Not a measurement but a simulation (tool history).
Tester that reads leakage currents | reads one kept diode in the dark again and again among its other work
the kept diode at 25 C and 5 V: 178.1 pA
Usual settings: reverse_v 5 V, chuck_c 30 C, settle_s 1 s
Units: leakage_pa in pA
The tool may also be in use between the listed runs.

run   hour  reverse_v  chuck_c  settle_s  leakage_pa
  1      0          5       30         1      278.34
  2  162.5          5       30      0.45      282.56
     321.7  -- probe card cleaned and baked
  3  387.3          5       30      0.45      280.25
  4  534.1        1.8       30      0.45      201.81
  5  738.6        1.8       30      0.45      202.92
  6    929        1.8       30      0.45      205.25

Forecast run 7:
  7  1156.3        1.8       30      0.45           ?

{"run 7": {"leakage_pa": 206.92}}
Without the tool's hidden state the same run would have given leakage_pa 188.25 pA.

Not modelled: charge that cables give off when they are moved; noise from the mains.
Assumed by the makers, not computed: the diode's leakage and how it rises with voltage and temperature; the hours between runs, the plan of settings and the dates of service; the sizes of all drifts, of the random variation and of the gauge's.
